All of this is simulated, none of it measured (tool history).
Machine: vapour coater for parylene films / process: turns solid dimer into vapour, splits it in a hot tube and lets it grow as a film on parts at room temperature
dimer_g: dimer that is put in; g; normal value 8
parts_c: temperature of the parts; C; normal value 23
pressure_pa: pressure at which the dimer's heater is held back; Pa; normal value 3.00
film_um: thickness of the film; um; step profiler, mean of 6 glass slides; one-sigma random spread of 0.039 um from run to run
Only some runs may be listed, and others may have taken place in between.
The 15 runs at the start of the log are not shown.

run    hour  dimer_g  parts_c  pressure_pa  hours of work since the trap's valve was overhauled  hours of work since the table's thermometer was calibrated  film_um
 16   594.1        8       23         2.22                                                  200                                                        1076     4.09
 17   643.6        8       23         2.22                                                  220                                                        1096     4.07
 18   666.5        6       23         3.00                                                  230                                                        1106     2.99
 19   691.2        8       21         3.00                                                  240                                                        1116     4.22
 20   732.5        5       24         7.59                                                  257                                                        1133     2.24
 21   774.2        6       23         2.05                                                  275                                                        1151     3.03
 22   825.4        8       23         3.00                                                  296                                                        1172     3.95
 23   848.8       13       23         7.21                                                  306                                                        1182     6.02
 24   879.9       13       23         7.21                                                  319                                                        1195     5.89
 25   912.9       13       23         7.21                                                  333                                                        1209     5.84
 26   957.6       13       23         7.21                                                  351                                                        1227     5.80
 27   994.0       13       23         7.21                                                  366                                                        1243     5.81
 28  1041.5        8       21         7.01                                                  386                                                        1262     3.81
 29  1084.9       10       18         8.97                                                  404                                                        1280     5.17
 30  1113.0        4       23         3.00                                                  416                                                        1292     1.89
 31  1154.4        4       32         2.18                                                  433                                                        1309     1.46

Predict each of these 4 candidate next runs independently; none follows another, all start after run 31:
  A  1177.8        8       23         6.07                                                  443                                                        1319        ?
  B  1177.8        5       33         3.00                                                  443                                                        1319        ?
  C  1177.8        4       24         9.68                                                  443                                                        1319        ?
  D  1177.8        4       34         2.18                                                  443                                                        1319        ?

run  film_um
  A     3.63
  B     1.77
  C     1.65
  D     1.37
With no hidden state in the tool, these same runs would have given:
run  film_um
  A     4.09
  B     1.99
  C     1.86
  D     1.54
